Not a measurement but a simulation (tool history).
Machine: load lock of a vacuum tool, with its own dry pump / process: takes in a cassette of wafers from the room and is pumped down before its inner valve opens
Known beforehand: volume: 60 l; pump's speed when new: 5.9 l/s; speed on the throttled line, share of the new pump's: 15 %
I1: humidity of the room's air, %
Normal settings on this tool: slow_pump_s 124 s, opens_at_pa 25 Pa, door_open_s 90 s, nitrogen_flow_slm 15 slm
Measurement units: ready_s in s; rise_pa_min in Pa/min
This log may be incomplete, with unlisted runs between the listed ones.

Run 1, hour 0.0: usual settings; I1 45.2. Result: ready_s 188.2 s, rise_pa_min 0.013 Pa/min.
Run 2, hour 86.6: usual settings but slow_pump_s 115 s; I1 44.4. Result: ready_s 181.5 s, rise_pa_min 0.014 Pa/min.
Run 3, hour 203.7: usual settings but slow_pump_s 115 s; I1 46.8. Result: ready_s 184.5 s, rise_pa_min 0.011 Pa/min.
Run 4, hour 303.7: usual settings but slow_pump_s 115 s; I1 45.9. Result: ready_s 183.4 s, rise_pa_min 0.010 Pa/min.
Run 5, hour 446.5: usual settings but slow_pump_s 115 s; I1 47.4. Result: ready_s 183.8 s, rise_pa_min 0.020 Pa/min.
Run 6, hour 590.0: usual settings but door_open_s 129 s; I1 45.2. Result: ready_s 190.6 s, rise_pa_min 0.014 Pa/min.
Run 7, hour 741.1: usual settings but door_open_s 129 s; I1 51.6. Result: ready_s 189.5 s, rise_pa_min 0.021 Pa/min.
Run 8, hour 861.1: usual settings but door_open_s 129 s; I1 43.0. Result: ready_s 189.2 s, rise_pa_min 0.019 Pa/min.
Run 9, hour 1003.1: usual settings but door_open_s 202 s; I1 48.5. Result: ready_s 190.4 s, rise_pa_min 0.022 Pa/min.
Run 10, hour 1116.8: usual settings but opens_at_pa 31 Pa, door_open_s 202 s; I1 44.1. Result: ready_s 188.9 s, rise_pa_min 0.021 Pa/min.
Run 11, hour 1195.3: usual settings; I1 45.4. Result: ready_s 189.5 s, rise_pa_min 0.017 Pa/min.
Run 12, hour 1294.2: usual settings; I1 41.6. Result: ready_s 191.5 s, rise_pa_min 0.016 Pa/min.
Run 13, hour 1449.8: usual settings but opens_at_pa 21 Pa; I1 47.5. Result: ready_s 191.0 s, rise_pa_min 0.015 Pa/min.
Run 14, hour 1598.0: usual settings but door_open_s 29 s; I1 44.5. Result: ready_s 190.3 s, rise_pa_min 0.013 Pa/min.
Run 15, hour 1710.4: usual settings but door_open_s 29 s; I1 44.3. Result: ready_s 191.4 s, rise_pa_min 0.016 Pa/min.
Run 16, hour 1779.5: usual settings; I1 45.6. Result: ready_s 191.8 s, rise_pa_min 0.010 Pa/min.
Run 17, hour 1844.0: usual settings; I1 43.6. Result: ready_s 188.8 s, rise_pa_min 0.014 Pa/min.
Run 18, hour 2001.5: usual settings but opens_at_pa 33 Pa; I1 43.3. Result: ready_s 189.1 s, rise_pa_min 0.012 Pa/min.
Run 19, hour 2104.4: usual settings but slow_pump_s 114 s; I1 44.1. Result: ready_s 183.2 s, rise_pa_min 0.017 Pa/min.
Run 20, hour 2215.5: usual settings but slow_pump_s 114 s; I1 45.0. Result: ready_s 181.0 s, rise_pa_min 0.019 Pa/min.
Run 21, hour 2291.9: usual settings but slow_pump_s 81 s, opens_at_pa 18 Pa, door_open_s 37 s, nitrogen_flow_slm 5 slm; I1 48.0. Result: ready_s 155.6 s, rise_pa_min 0.027 Pa/min.
Run 22, hour 2413.2: usual settings but slow_pump_s 221 s, opens_at_pa 19 Pa, door_open_s 149 s; I1 42.2. Result: ready_s 277.1 s, rise_pa_min 0.016 Pa/min.
Run 23, hour 2521.4: usual settings but door_open_s 34 s, nitrogen_flow_slm 8 slm; I1 44.8. Result: ready_s 189.3 s, rise_pa_min 0.012 Pa/min.
Run 24, hour 2660.7: usual settings but slow_pump_s 119 s, opens_at_pa 48 Pa, nitrogen_flow_slm 18 slm; I1 48.1. Result: ready_s 180.2 s, rise_pa_min 0.012 Pa/min.
Run 25, hour 2732.9: usual settings but slow_pump_s 82 s, opens_at_pa 48 Pa, door_open_s 88 s, nitrogen_flow_slm 18 slm; I1 45.8. Result: ready_s 148.3 s, rise_pa_min 0.018 Pa/min.
Run 26, hour 2825.3: usual settings but slow_pump_s 166 s, door_open_s 87 s; I1 45.7. Result: ready_s 224.2 s, rise_pa_min 0.019 Pa/min.
Run 27, hour 2925.9: usual settings but slow_pump_s 158 s, door_open_s 28 s, nitrogen_flow_slm 13 slm; I1 46.7. Result: ready_s 218.4 s, rise_pa_min 0.014 Pa/min.
Run 28, hour 3078.3: usual settings but slow_pump_s 158 s, door_open_s 28 s, nitrogen_flow_slm 13 slm; I1 42.6. Result: ready_s 218.5 s, rise_pa_min 0.016 Pa/min.
Run 29, hour 3159.0: usual settings but slow_pump_s 148 s, door_open_s 25 s; I1 49.1. Result: ready_s 212.3 s, rise_pa_min 0.010 Pa/min.
Run 30, hour 3295.1: usual settings but slow_pump_s 118 s, door_open_s 58 s; I1 46.0. Result: ready_s 187.0 s, rise_pa_min 0.010 Pa/min.
Run 31, hour 3373.6: usual settings but slow_pump_s 118 s, door_open_s 58 s; I1 47.1. Result: ready_s 185.7 s, rise_pa_min 0.015 Pa/min.
Run 32, hour 3528.3: usual settings but slow_pump_s 118 s, door_open_s 116 s, nitrogen_flow_slm 5 slm; I1 43.9. Result: ready_s 185.2 s, rise_pa_min 0.034 Pa/min.
Run 33, hour 3624.3: usual settings but opens_at_pa 29 Pa; I1 42.7. Result: ready_s 188.1 s, rise_pa_min 0.015 Pa/min.
Run 34, hour 3767.8: usual settings but slow_pump_s 132 s, nitrogen_flow_slm 4 slm; I1 45.9. Result: ready_s 196.4 s, rise_pa_min 0.037 Pa/min.
Run 35, hour 3857.2: usual settings but slow_pump_s 132 s, opens_at_pa 38 Pa, nitrogen_flow_slm 4 slm; I1 45.9. Result: ready_s 195.1 s, rise_pa_min 0.030 Pa/min.
Run 36, hour 3971.4: usual settings but slow_pump_s 132 s, opens_at_pa 38 Pa, nitrogen_flow_slm 4 slm; I1 45.9. Result: ready_s 195.2 s, rise_pa_min 0.025 Pa/min.
Run 37, hour 4052.0: usual settings but slow_pump_s 132 s, opens_at_pa 38 Pa, nitrogen_flow_slm 4 slm; I1 47.9. Result: ready_s 190.7 s, rise_pa_min 0.027 Pa/min.

Expected results for the next run?
Run 38, hour 4129.0: usual settings but slow_pump_s 132 s, opens_at_pa 38 Pa, nitrogen_flow_slm 4 slm; I1 43.3. Result: ready_s ?, rise_pa_min ?.

{"run 38": {"ready_s": 191.0, "rise_pa_min": 0.029}}
The same run, on a tool lacking any hidden state, would have yielded ready_s 191.0 s, rise_pa_min 0.028 Pa/min.
